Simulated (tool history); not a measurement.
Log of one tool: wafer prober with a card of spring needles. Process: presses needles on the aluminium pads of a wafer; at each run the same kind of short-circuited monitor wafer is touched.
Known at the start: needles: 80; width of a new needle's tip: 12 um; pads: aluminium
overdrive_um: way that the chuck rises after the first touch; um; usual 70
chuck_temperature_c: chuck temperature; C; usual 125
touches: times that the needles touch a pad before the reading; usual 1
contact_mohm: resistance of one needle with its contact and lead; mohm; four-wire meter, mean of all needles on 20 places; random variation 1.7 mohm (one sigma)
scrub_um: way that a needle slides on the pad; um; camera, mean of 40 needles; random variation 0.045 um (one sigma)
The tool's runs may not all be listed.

{"run": 1, "hour": 0.0, "overdrive_um": 70, "chuck_temperature_c": 125, "touches": 1, "contact_mohm": 219, "scrub_um": 16.18}
{"run": 2, "hour": 6.0, "overdrive_um": 51, "chuck_temperature_c": 125, "touches": 1, "contact_mohm": 238, "scrub_um": 11.67}
{"hour": 10.8, "done": "tips cleaned on abrasive film"}
{"run": 3, "hour": 15.5, "overdrive_um": 51, "chuck_temperature_c": 125, "touches": 2, "contact_mohm": 240, "scrub_um": 11.58}
{"hour": 21.6, "done": "tips cleaned on abrasive film"}
{"run": 4, "hour": 23.6, "overdrive_um": 70, "chuck_temperature_c": 125, "touches": 1, "contact_mohm": 221, "scrub_um": 16.1}
{"hour": 26.7, "done": "tips cleaned on abrasive film, once more"}
{"run": 5, "hour": 33.5, "overdrive_um": 70, "chuck_temperature_c": 125, "touches": 3, "contact_mohm": 221, "scrub_um": 16.03}
{"hour": 37.2, "done": "tips cleaned on abrasive film"}
{"run": 6, "hour": 41.6, "overdrive_um": 70, "chuck_temperature_c": 125, "touches": 3, "contact_mohm": 222, "scrub_um": 16.1}
{"run": 7, "hour": 46.5, "overdrive_um": 70, "chuck_temperature_c": 125, "touches": 3, "contact_mohm": 220, "scrub_um": 15.98}
{"hour": 47.8, "done": "tips cleaned on abrasive film"}
{"run": 8, "hour": 51.7, "overdrive_um": 70, "chuck_temperature_c": 125, "touches": 3, "contact_mohm": 221, "scrub_um": 16}
{"hour": 58.8, "done": "tips cleaned on abrasive film"}
{"run": 9, "hour": 60.6, "overdrive_um": 62, "chuck_temperature_c": 125, "touches": 3, "contact_mohm": 217, "scrub_um": 14.05}
{"hour": 69.6, "done": "tips cleaned on abrasive film"}
{"run": 10, "hour": 69.6, "overdrive_um": 62, "chuck_temperature_c": 125, "touches": 3, "contact_mohm": 221, "scrub_um": 14.04}
{"run": 11, "hour": 78.2, "overdrive_um": 62, "chuck_temperature_c": 125, "touches": 3, "contact_mohm": 225, "scrub_um": 14.08}
{"hour": 80.4, "done": "tips cleaned on abrasive film"}
{"run": 12, "hour": 83.0, "overdrive_um": 70, "chuck_temperature_c": 125, "touches": 1, "contact_mohm": 222, "scrub_um": 15.93}
{"hour": 90.9, "done": "tips cleaned on abrasive film"}
{"run": 13, "hour": 92.6, "overdrive_um": 52, "chuck_temperature_c": 123, "touches": 2, "contact_mohm": 228, "scrub_um": 11.62}
{"run": 14, "hour": 100.4, "overdrive_um": 52, "chuck_temperature_c": 85, "touches": 2, "contact_mohm": 226, "scrub_um": 11.65}
{"hour": 101.9, "done": "tips cleaned on abrasive film"}
{"run": 15, "hour": 110.2, "overdrive_um": 78, "chuck_temperature_c": 123, "touches": 2, "contact_mohm": 224, "scrub_um": 17.76}
{"hour": 112.4, "done": "tips cleaned on abrasive film"}
{"run": 16, "hour": 118.1, "overdrive_um": 70, "chuck_temperature_c": 63, "touches": 2, "contact_mohm": 211, "scrub_um": 15.87}
{"hour": 122.9, "done": "tips cleaned on abrasive film"}
{"run": 17, "hour": 126.3, "overdrive_um": 67, "chuck_temperature_c": 81, "touches": 2, "contact_mohm": 211, "scrub_um": 15.11}
{"run": 18, "hour": 131.2, "overdrive_um": 51, "chuck_temperature_c": 56, "touches": 3, "contact_mohm": 214, "scrub_um": 11.31}
{"hour": 133.4, "done": "tips cleaned on abrasive film"}
{"run": 19, "hour": 136.1, "overdrive_um": 70, "chuck_temperature_c": 63, "touches": 1, "contact_mohm": 213, "scrub_um": 15.81}
{"hour": 138.4, "done": "height of the first contact set anew"}
{"run": 20, "hour": 141.6, "overdrive_um": 78, "chuck_temperature_c": 115, "touches": 2, "contact_mohm": 217, "scrub_um": 18.65}
{"hour": 144.5, "done": "tips cleaned on abrasive film"}
{"run": 21, "hour": 149.3, "overdrive_um": 90, "chuck_temperature_c": 39, "touches": 1, "contact_mohm": 203, "scrub_um": 21.4}
{"hour": 154.9, "done": "tips cleaned on abrasive film"}
{"run": 22, "hour": 157.9, "overdrive_um": 70, "chuck_temperature_c": 39, "touches": 2, "contact_mohm": 203, "scrub_um": 16.76}
{"hour": 165.2, "done": "tips cleaned on abrasive film"}
{"run": 23, "hour": 165.2, "overdrive_um": 70, "chuck_temperature_c": 39, "touches": 2, "contact_mohm": 196, "scrub_um": 16.61}

Hidden state or all else? Some run-to-run changes of contact_mohm, split into what the settings, what came in and random variation would give without the hidden state, and what is left for the hidden state (with any gauge scatter that isn't in both results):
The hidden state here: debris on the tips, nm; way that the needles fall short of the set height, um; tips' diameter, um; drift of the gauge itself on contact_mohm, %; drift of the gauge itself on scrub_um, %.
Run 1 -> 2: overdrive_um 70 -> 51. contact_mohm +19 mohm: hidden state +14, all else +5.
Run 3 -> 4: overdrive_um 51 -> 70, touches 2 -> 1, tips cleaned on abrasive film. contact_mohm -19 mohm: hidden state -10, all else -9.
